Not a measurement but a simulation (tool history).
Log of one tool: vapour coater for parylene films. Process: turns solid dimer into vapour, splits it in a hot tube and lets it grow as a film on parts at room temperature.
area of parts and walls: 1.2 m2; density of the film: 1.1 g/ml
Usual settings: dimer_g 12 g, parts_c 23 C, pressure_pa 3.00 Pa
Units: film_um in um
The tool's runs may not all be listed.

run,hour,dimer_g,parts_c,pressure_pa,film_um
1,0.0,12,23,3.00,6.95
2,35.7,5,23,3.00,2.84
3,70.7,5,23,3.00,2.83
4,98.1,12,23,3.00,6.81
5,117.6,12,29,3.00,5.56
6,133.5,12,29,5.63,5.00
7,148.7,12,23,3.00,6.72
8,180.7,12,23,3.00,6.73
9,202.4,12,23,3.00,6.69
10,238.0,12,23,3.00,6.66
11,259.2,12,23,3.00,6.63
12,288.5,12,23,3.00,6.56
13,306.2,7,23,3.00,3.85
# hour 319.3: trap's valve overhauled
14,340.2,7,23,3.00,4.13
15,367.0,6,35,4.01,2.29
16,390.2,6,35,4.01,2.28
17,409.3,13,20,3.00,8.38
18,440.4,6,23,3.00,3.53
19,470.3,19,19,3.00,12.57
20,488.6,12,22,3.53,7.03
21,509.7,12,29,6.45,5.08
22,528.2,5,19,7.91,2.82
23,552.1,7,28,10.25,2.79
24,573.8,7,27,3.04,3.51

Forecast run 25:
25,602.9,9,23,3.00,?

{"run 25": {"film_um": 5.15}}
Without the tool's hidden state the same run would have given film_um 5.43 um.
